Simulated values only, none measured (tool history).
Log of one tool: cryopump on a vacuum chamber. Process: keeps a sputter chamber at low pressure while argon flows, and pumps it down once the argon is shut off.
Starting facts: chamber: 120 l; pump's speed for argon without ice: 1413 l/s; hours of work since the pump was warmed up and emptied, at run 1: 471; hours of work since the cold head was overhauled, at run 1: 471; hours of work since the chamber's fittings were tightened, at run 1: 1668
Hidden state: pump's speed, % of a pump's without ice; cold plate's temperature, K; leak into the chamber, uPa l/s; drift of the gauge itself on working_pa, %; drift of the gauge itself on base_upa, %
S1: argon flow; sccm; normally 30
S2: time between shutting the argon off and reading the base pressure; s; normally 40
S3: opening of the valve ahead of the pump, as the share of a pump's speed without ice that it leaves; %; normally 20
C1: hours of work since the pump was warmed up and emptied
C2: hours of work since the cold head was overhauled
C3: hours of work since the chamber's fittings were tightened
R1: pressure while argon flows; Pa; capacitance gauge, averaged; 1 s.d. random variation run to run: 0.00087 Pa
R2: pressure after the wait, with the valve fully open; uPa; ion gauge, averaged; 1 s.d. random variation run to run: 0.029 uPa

Run 1, hour 0.0: usual settings; C1 471; C2 471; C3 1668. Result: R1 0.1859 Pa, R2 1.85 uPa.
Run 2, hour 29.5: usual settings but S1 22 sccm; C1 484; C2 484; C3 1681. Result: R1 0.1356 Pa, R2 1.89 uPa.
Run 3, hour 64.0: usual settings but S1 22 sccm; C1 499; C2 499; C3 1696. Result: R1 0.1372 Pa, R2 1.79 uPa.
At hour 95.7: leaking fittings of the chamber tightened, without venting.
Run 4, hour 100.3: usual settings but S1 22 sccm; C1 514; C2 514; C3 2. Result: R1 0.1371 Pa, R2 1.43 uPa.
Run 5, hour 131.7: usual settings but S3 19 %; C1 528; C2 528; C3 16. Result: R1 0.1976 Pa, R2 1.50 uPa.
Run 6, hour 157.8: usual settings but S3 19 %; C1 540; C2 540; C3 27. Result: R1 0.1963 Pa, R2 1.47 uPa.
Run 7, hour 176.4: usual settings but S3 19 %; C1 548; C2 548; C3 36. Result: R1 0.1981 Pa, R2 1.43 uPa.
Run 8, hour 205.9: usual settings but S3 19 %; C1 561; C2 561; C3 49. Result: R1 0.1951 Pa, R2 1.49 uPa.
Run 9, hour 221.1: usual settings but S2 293 s; C1 568; C2 568; C3 55. Result: R1 0.1897 Pa, R2 0.45 uPa.
Run 10, hour 256.7: usual settings but S2 293 s; C1 583; C2 583; C3 71. Result: R1 0.1883 Pa, R2 0.49 uPa.
Run 11, hour 285.2: usual settings but S2 61 s; C1 596; C2 596; C3 84. Result: R1 0.1891 Pa, R2 1.13 uPa.
Run 12, hour 308.5: usual settings but S2 61 s; C1 606; C2 606; C3 94. Result: R1 0.1883 Pa, R2 1.09 uPa.
Run 13, hour 326.9: usual settings but S2 61 s; C1 614; C2 614; C3 102. Result: R1 0.1901 Pa, R2 1.13 uPa.
Run 14, hour 360.1: usual settings but S2 61 s; C1 629; C2 629; C3 117. Result: R1 0.1895 Pa, R2 1.04 uPa.
Run 15, hour 394.2: usual settings but S2 61 s, S3 56 %; C1 644; C2 644; C3 132. Result: R1 0.0741 Pa, R2 1.08 uPa.
Run 16, hour 422.7: usual settings but S2 61 s, S3 56 %; C1 656; C2 656; C3 144. Result: R1 0.0731 Pa, R2 1.08 uPa.
Run 17, hour 449.0: usual settings; C1 668; C2 668; C3 156. Result: R1 0.1884 Pa, R2 1.54 uPa.
Run 18, hour 470.2: usual settings; C1 677; C2 677; C3 165. Result: R1 0.1889 Pa, R2 1.57 uPa.
Run 19, hour 485.5: usual settings but S1 35 sccm, S3 43 %; C1 684; C2 684; C3 172. Result: R1 0.1087 Pa, R2 1.50 uPa.
Run 20, hour 518.3: usual settings but S1 35 sccm, S3 43 %; C1 699; C2 699; C3 187. Result: R1 0.1098 Pa, R2 1.55 uPa.
Run 21, hour 534.8: usual settings but S1 25 sccm, S2 20 s, S3 43 %; C1 706; C2 706; C3 194. Result: R1 0.0784 Pa, R2 2.77 uPa.
Run 22, hour 550.0: usual settings but S1 25 sccm, S2 20 s, S3 43 %; C1 713; C2 713; C3 201. Result: R1 0.0785 Pa, R2 2.61 uPa.
Run 23, hour 576.3: usual settings but S1 19 sccm, S2 149 s, S3 43 %; C1 724; C2 724; C3 212. Result: R1 0.0602 Pa, R2 0.64 uPa.
Run 24, hour 592.6: usual settings but S1 19 sccm, S2 149 s, S3 43 %; C1 732; C2 732; C3 219. Result: R1 0.0602 Pa, R2 0.69 uPa.
Run 25, hour 624.2: usual settings but S2 30 s, S3 53 %; C1 745; C2 745; C3 233. Result: R1 0.0792 Pa, R2 1.88 uPa.
Run 26, hour 642.5: usual settings but S1 20 sccm, S2 82 s, S3 51 %; C1 754; C2 754; C3 241. Result: R1 0.0550 Pa, R2 0.97 uPa.
Run 27, hour 672.7: usual settings but S1 20 sccm, S2 84 s, S3 51 %; C1 767; C2 767; C3 255. Result: R1 0.0546 Pa, R2 0.96 uPa.
Run 28, hour 698.0: usual settings but S1 20 sccm, S2 84 s, S3 51 %; C1 778; C2 778; C3 266. Result: R1 0.0547 Pa, R2 0.94 uPa.
Run 29, hour 727.1: usual settings but S1 53 sccm, S2 22 s, S3 27 %; C1 791; C2 791; C3 279. Result: R1 0.2574 Pa, R2 2.46 uPa.
Run 30, hour 754.5: usual settings but S2 100 s; C1 803; C2 803; C3 291. Result: R1 0.1913 Pa, R2 0.88 uPa.
Run 31, hour 772.2: usual settings but S2 100 s; C1 811; C2 811; C3 299. Result: R1 0.1909 Pa, R2 0.85 uPa.
Run 32, hour 802.4: usual settings but S1 32 sccm, S2 50 s, S3 24 %; C1 824; C2 824; C3 312. Result: R1 0.1719 Pa, R2 1.38 uPa.
Run 33, hour 821.4: usual settings but S1 37 sccm, S2 113 s, S3 42 %; C1 833; C2 833; C3 320. Result: R1 0.1205 Pa, R2 0.84 uPa.
At hour 830.4: pump warmed up, emptied and cooled again.
Run 34, hour 848.7: usual settings but S1 24 sccm, S2 24 s, S3 26 %; C1 8; C2 842; C3 330. Result: R1 0.1112 Pa, R2 2.30 uPa.

How the hidden state differs across the entries between the runs, from the last listed run before each to the first after it:
Logged between run 3 and run 4: leaking fittings of the chamber tightened, without venting (hour 95.7)
  pump's speed, % of a pump's without ice: 84.5 -> 84; cold plate's temperature, K: 12.53 -> 12.54; leak into the chamber, uPa l/s: 803 -> 332
  measured value less the no-hidden-state value, R1: +0.0052 -> +0.0054 Pa; R2: +0.45 -> +0.07 uPa
Logged between run 33 and run 34: pump warmed up, emptied and cooled again (hour 830.4)
  pump's speed, % of a pump's without ice: 74.6 -> 99.1; cold plate's temperature, K: 12.66 -> 12.67; leak into the chamber, uPa l/s: 419 -> 422
  measured value less the no-hidden-state value, R1: +0.0158 -> +0.0007 Pa; R2: +0.19 -> +0.10 uPa

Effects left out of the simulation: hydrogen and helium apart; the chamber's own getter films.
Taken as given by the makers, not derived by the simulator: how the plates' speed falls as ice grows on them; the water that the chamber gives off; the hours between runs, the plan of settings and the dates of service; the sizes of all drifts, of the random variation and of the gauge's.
